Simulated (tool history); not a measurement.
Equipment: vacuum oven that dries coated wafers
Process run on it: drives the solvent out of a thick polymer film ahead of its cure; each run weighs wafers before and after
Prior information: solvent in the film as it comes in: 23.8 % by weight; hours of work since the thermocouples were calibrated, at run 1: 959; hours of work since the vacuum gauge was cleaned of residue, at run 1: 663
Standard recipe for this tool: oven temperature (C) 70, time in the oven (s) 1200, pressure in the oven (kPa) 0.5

| run | hour | oven temperature (C) | time in the oven (s) | pressure in the oven (kPa) | hours of work since the thermocouples were calibrated | hours of work since the vacuum gauge was cleaned of residue | solvent left in the film (%) |
|---|---|---|---|---|---|---|---|
| 1 | 0 | 70 | 1200 | 0.5 | 959 | 663 | 0.91 |
| 2 | 34.1 | 70 | 1200 | 0.5 | 978 | 682 | 0.98 |
| 3 | 55.8 | 70 | 1200 | 0.5 | 989 | 694 | 0.92 |
| 4 | 77.4 | 70 | 1200 | 0.594 | 1001 | 705 | 0.98 |
| 5 | 118.8 | 70 | 1200 | 0.594 | 1024 | 728 | 0.96 |
| 6 | 148.3 | 70 | 960 | 0.5 | 1040 | 744 | 1.55 |
| 7 | 180.2 | 70 | 1200 | 0.5 | 1057 | 761 | 0.95 |
| 8 | 211.2 | 70 | 1200 | 0.5 | 1074 | 778 | 0.92 |
| 9 | 228.9 | 70 | 1200 | 1.022 | 1084 | 788 | 1.16 |
| 10 | 265.8 | 70 | 1200 | 0.5 | 1104 | 808 | 0.9 |
| 11 | 296.4 | 70 | 1200 | 0.5 | 1121 | 825 | 0.85 |
| 12 | 335.4 | 72 | 840 | 0.741 | 1142 | 846 | 1.43 |
| 13 | 367 | 72 | 840 | 0.741 | 1159 | 863 | 1.48 |
| 14 | 396.6 | 62 | 600 | 0.741 | 1175 | 879 | 8.07 |
| 15 | 425.6 | 62 | 600 | 0.741 | 1191 | 895 | 8.08 |
| 16 | 454.6 | 59 | 600 | 1.78 | 1207 | 911 | 10.23 |
| 17 | 475.1 | 80 | 660 | 0.5 | 1218 | 922 | 0.49 |
| 18 | 510.2 | 80 | 660 | 0.5 | 1237 | 941 | 0.46 |
| 19 | 546.9 | 70 | 720 | 0.5 | 1257 | 961 | 2.56 |
| 20 | 568.1 | 71 | 2100 | 1.666 | 1269 | 973 | 0.89 |
| 21 | 605.4 | 71 | 2100 | 1.666 | 1289 | 993 | 0.84 |
| 22 | 638.7 | 71 | 2100 | 1.666 | 1307 | 1011 | 0.87 |

Some steps in solvent left in the film (%) between neighbouring runs. How much of each would the tool show without its hidden state too (settings, what came in, random variation), and how much is left for the hidden state, with any gauge scatter that isn't in both results?
Hidden state at play: true wafer temperature over the reading, C; true pressure over the reading, kPa; drift of the gauge itself on solvent_pct, %.
Run 13 -> 14: oven temperature (C) 72 -> 62, time in the oven (s) 840 -> 600. solvent left in the film (%) +6.59: hidden state -0.61, all else +7.2.
Run 16 -> 17: oven temperature (C) 59 -> 80, time in the oven (s) 600 -> 660, pressure in the oven (kPa) 1.78 -> 0.5. solvent left in the film (%) -9.74: hidden state +0.9, all else -10.64.
Run 19 -> 20: oven temperature (C) 70 -> 71, time in the oven (s) 720 -> 2100, pressure in the oven (kPa) 0.5 -> 1.666. solvent left in the film (%) -1.67: hidden state +0.84, all else -2.51.
